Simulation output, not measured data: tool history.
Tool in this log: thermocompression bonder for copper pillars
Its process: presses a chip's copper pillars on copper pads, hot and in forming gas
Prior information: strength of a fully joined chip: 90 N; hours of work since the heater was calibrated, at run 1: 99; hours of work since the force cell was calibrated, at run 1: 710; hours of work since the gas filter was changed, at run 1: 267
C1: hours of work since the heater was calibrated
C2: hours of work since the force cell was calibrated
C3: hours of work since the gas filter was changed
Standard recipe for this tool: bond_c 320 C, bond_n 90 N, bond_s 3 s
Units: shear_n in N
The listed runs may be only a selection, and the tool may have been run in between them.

{"run": 1, "hour": 0.0, "bond_c": 320, "bond_n": 90, "bond_s": 3, "C1": 99, "C2": 710, "C3": 267, "shear_n": 48.6}
{"run": 2, "hour": 6.7, "bond_c": 320, "bond_n": 90, "bond_s": 3, "C1": 104, "C2": 715, "C3": 272, "shear_n": 47.6}
{"run": 3, "hour": 13.2, "bond_c": 320, "bond_n": 81, "bond_s": 3, "C1": 109, "C2": 720, "C3": 276, "shear_n": 45.4}
{"run": 4, "hour": 19.0, "bond_c": 320, "bond_n": 73, "bond_s": 3, "C1": 113, "C2": 724, "C3": 281, "shear_n": 44.2}
{"run": 5, "hour": 24.9, "bond_c": 320, "bond_n": 73, "bond_s": 3, "C1": 117, "C2": 728, "C3": 285, "shear_n": 43.6}
{"run": 6, "hour": 29.4, "bond_c": 320, "bond_n": 73, "bond_s": 3, "C1": 120, "C2": 731, "C3": 288, "shear_n": 43.3}
{"run": 7, "hour": 37.7, "bond_c": 320, "bond_n": 73, "bond_s": 3, "C1": 126, "C2": 737, "C3": 294, "shear_n": 43.4}
{"run": 8, "hour": 46.3, "bond_c": 320, "bond_n": 73, "bond_s": 3, "C1": 132, "C2": 743, "C3": 300, "shear_n": 43.9}
{"run": 9, "hour": 55.7, "bond_c": 320, "bond_n": 90, "bond_s": 3, "C1": 139, "C2": 750, "C3": 307, "shear_n": 47.1}
{"run": 10, "hour": 62.3, "bond_c": 320, "bond_n": 90, "bond_s": 3, "C1": 144, "C2": 754, "C3": 311, "shear_n": 47.5}
{"run": 11, "hour": 68.6, "bond_c": 320, "bond_n": 90, "bond_s": 3, "C1": 148, "C2": 759, "C3": 316, "shear_n": 47.5}
{"run": 12, "hour": 74.4, "bond_c": 320, "bond_n": 90, "bond_s": 3, "C1": 152, "C2": 763, "C3": 320, "shear_n": 48.2}
{"run": 13, "hour": 79.6, "bond_c": 320, "bond_n": 90, "bond_s": 3, "C1": 156, "C2": 767, "C3": 324, "shear_n": 47.5}
{"run": 14, "hour": 85.4, "bond_c": 320, "bond_n": 109, "bond_s": 3, "C1": 160, "C2": 771, "C3": 328, "shear_n": 52.3}
{"run": 15, "hour": 94.3, "bond_c": 335, "bond_n": 90, "bond_s": 3, "C1": 166, "C2": 777, "C3": 334, "shear_n": 52.0}
{"run": 16, "hour": 103.8, "bond_c": 335, "bond_n": 90, "bond_s": 2, "C1": 173, "C2": 784, "C3": 341, "shear_n": 46.3}
{"hour": 110.9, "done": "forming gas filter changed"}
{"run": 17, "hour": 112.4, "bond_c": 335, "bond_n": 65, "bond_s": 2, "C1": 179, "C2": 790, "C3": 1, "shear_n": 42.1}
{"run": 18, "hour": 120.0, "bond_c": 320, "bond_n": 90, "bond_s": 3, "C1": 184, "C2": 795, "C3": 6, "shear_n": 50.7}
{"run": 19, "hour": 126.1, "bond_c": 320, "bond_n": 90, "bond_s": 3, "C1": 189, "C2": 799, "C3": 11, "shear_n": 50.4}
{"run": 20, "hour": 135.3, "bond_c": 320, "bond_n": 90, "bond_s": 7, "C1": 195, "C2": 806, "C3": 17, "shear_n": 64.4}
{"run": 21, "hour": 141.5, "bond_c": 320, "bond_n": 90, "bond_s": 7, "C1": 200, "C2": 810, "C3": 22, "shear_n": 63.9}
{"run": 22, "hour": 149.5, "bond_c": 320, "bond_n": 83, "bond_s": 3, "C1": 205, "C2": 816, "C3": 27, "shear_n": 47.9}
{"hour": 151.9, "done": "force cell calibrated"}
{"run": 23, "hour": 157.1, "bond_c": 320, "bond_n": 83, "bond_s": 3, "C1": 210, "C2": 4, "C3": 32, "shear_n": 48.0}
{"run": 24, "hour": 166.4, "bond_c": 320, "bond_n": 83, "bond_s": 3, "C1": 216, "C2": 10, "C3": 38, "shear_n": 48.0}
{"run": 25, "hour": 171.7, "bond_c": 303, "bond_n": 90, "bond_s": 4, "C1": 220, "C2": 14, "C3": 42, "shear_n": 47.3}
{"run": 26, "hour": 181.2, "bond_c": 338, "bond_n": 55, "bond_s": 3, "C1": 227, "C2": 21, "C3": 49, "shear_n": 44.9}
{"run": 27, "hour": 185.2, "bond_c": 333, "bond_n": 90, "bond_s": 3, "C1": 230, "C2": 24, "C3": 52, "shear_n": 52.9}
{"run": 28, "hour": 194.6, "bond_c": 320, "bond_n": 91, "bond_s": 4, "C1": 236, "C2": 30, "C3": 58, "shear_n": 54.3}
{"run": 29, "hour": 199.2, "bond_c": 300, "bond_n": 90, "bond_s": 2, "C1": 240, "C2": 34, "C3": 62, "shear_n": 35.5}
{"hour": 204.7, "done": "force cell calibrated, once more"}
{"run": 30, "hour": 206.0, "bond_c": 320, "bond_n": 60, "bond_s": 3, "C1": 243, "C2": 1, "C3": 65, "shear_n": 43.4}
{"run": 31, "hour": 214.2, "bond_c": 320, "bond_n": 60, "bond_s": 3, "C1": 249, "C2": 7, "C3": 71, "shear_n": 43.0}
{"run": 32, "hour": 220.5, "bond_c": 320, "bond_n": 112, "bond_s": 2, "C1": 254, "C2": 11, "C3": 76, "shear_n": 50.1}
{"run": 33, "hour": 229.6, "bond_c": 320, "bond_n": 58, "bond_s": 4, "C1": 260, "C2": 18, "C3": 82, "shear_n": 46.8}
{"run": 34, "hour": 238.5, "bond_c": 320, "bond_n": 58, "bond_s": 4, "C1": 266, "C2": 24, "C3": 89, "shear_n": 46.2}
{"run": 35, "hour": 245.8, "bond_c": 345, "bond_n": 58, "bond_s": 4, "C1": 272, "C2": 29, "C3": 94, "shear_n": 55.1}
{"run": 36, "hour": 253.4, "bond_c": 345, "bond_n": 95, "bond_s": 7, "C1": 277, "C2": 35, "C3": 99, "shear_n": 73.6}
{"run": 37, "hour": 258.1, "bond_c": 345, "bond_n": 95, "bond_s": 7, "C1": 280, "C2": 38, "C3": 102, "shear_n": 72.9}
{"run": 38, "hour": 266.8, "bond_c": 345, "bond_n": 95, "bond_s": 7, "C1": 287, "C2": 44, "C3": 109, "shear_n": 73.4}
{"run": 39, "hour": 276.3, "bond_c": 343, "bond_n": 91, "bond_s": 4, "C1": 293, "C2": 51, "C3": 115, "shear_n": 63.5}

5 ways to go on from here, each from the tool as it stands after run 39. What would each give?
{"run": "A", "hour": 283.2, "bond_c": 345, "bond_n": 68, "bond_s": 3, "C1": 298, "C2": 56, "C3": 120, "shear_n": "?"}
{"run": "B", "hour": 283.2, "bond_c": 343, "bond_n": 91, "bond_s": 5, "C1": 298, "C2": 56, "C3": 120, "shear_n": "?"}
{"run": "C", "hour": 283.2, "bond_c": 342, "bond_n": 91, "bond_s": 4, "C1": 298, "C2": 56, "C3": 120, "shear_n": "?"}
{"run": "D", "hour": 283.2, "bond_c": 320, "bond_n": 72, "bond_s": 3, "C1": 298, "C2": 56, "C3": 120, "shear_n": "?"}
{"run": "E", "hour": 283.2, "bond_c": 296, "bond_n": 101, "bond_s": 4, "C1": 298, "C2": 56, "C3": 120, "shear_n": "?"}

run=A shear_n=53.8
run=B shear_n=67.1
run=C shear_n=62.6
run=D shear_n=46.8
run=E shear_n=48.5
With no hidden state in the tool, these same runs would have given:
run=A shear_n=55.2
run=B shear_n=68.8
run=C shear_n=64.1
run=D shear_n=47.9
run=E shear_n=49.7
